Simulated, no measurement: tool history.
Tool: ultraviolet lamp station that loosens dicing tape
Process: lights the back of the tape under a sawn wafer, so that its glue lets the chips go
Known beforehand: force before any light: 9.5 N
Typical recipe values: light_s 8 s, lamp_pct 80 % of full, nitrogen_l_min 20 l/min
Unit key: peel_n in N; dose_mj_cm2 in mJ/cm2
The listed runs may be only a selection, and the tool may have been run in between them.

run	day	light_s	lamp_pct	nitrogen_l_min	peel_n	dose_mj_cm2
1	0.000	8	80	20	1.090	244
2	2.400	8	80	20	1.166	244
3	4.650	8	80	20	1.150	238
4	7.462	8	64	20	1.821	184
5	9.546	8	64	20	1.796	184
6	11.900	8	64	20	1.997	181
7	14.379	8	64	20	1.940	182
8	16.671	8	94	20	1.007	251
9	19.283	8	80	20	1.384	208
10	20.679	8	80	20	1.480	208
11	22.696	5	80	20	3.011	128
12	24.300	5	65	20	3.699	100
13	26.946	13	82	30	0.457	321
14	28.088	8	71	15	2.326	169
15	29.354	8	82	15	1.874	192
16	31.342	6	79	15	2.218	177
17	33.692	9	73	15	1.384	242
18	35.442	9	73	15	1.409	237
19	37.533	7	73	15	2.142	181
20	40.108	8	98	7	1.730	276
21	42.521	8	98	7	1.806	271
22	44.625	8	98	7	1.847	265
23	47.200	7	91	30	1.143	213

Not shown: 2 entries that the log had between the listed runs. Between which runs, and how does the tool's hidden state differ before and after?
Run 11 -> run 12: window cleaned of glue's vapour (day 22.879)
  lamp's light, % of a new lamp's: 91.4 -> 91.1; light that the window lets through, % of a clean one's: 85.1 -> 81.6
  measured minus no-state result, peel_n: +0.836 -> +0.984 N; dose_mj_cm2: -36 -> -34 mJ/cm2
Run 15 -> run 16: window cleaned of glue's vapour, once more (day 31.196)
  lamp's light, % of a new lamp's: 90.1 -> 89.6; light that the window lets through, % of a clean one's: 79.3 -> 99.6
  measured minus no-state result, peel_n: +0.843 -> +0.341 N; dose_mj_cm2: -77 -> -21 mJ/cm2
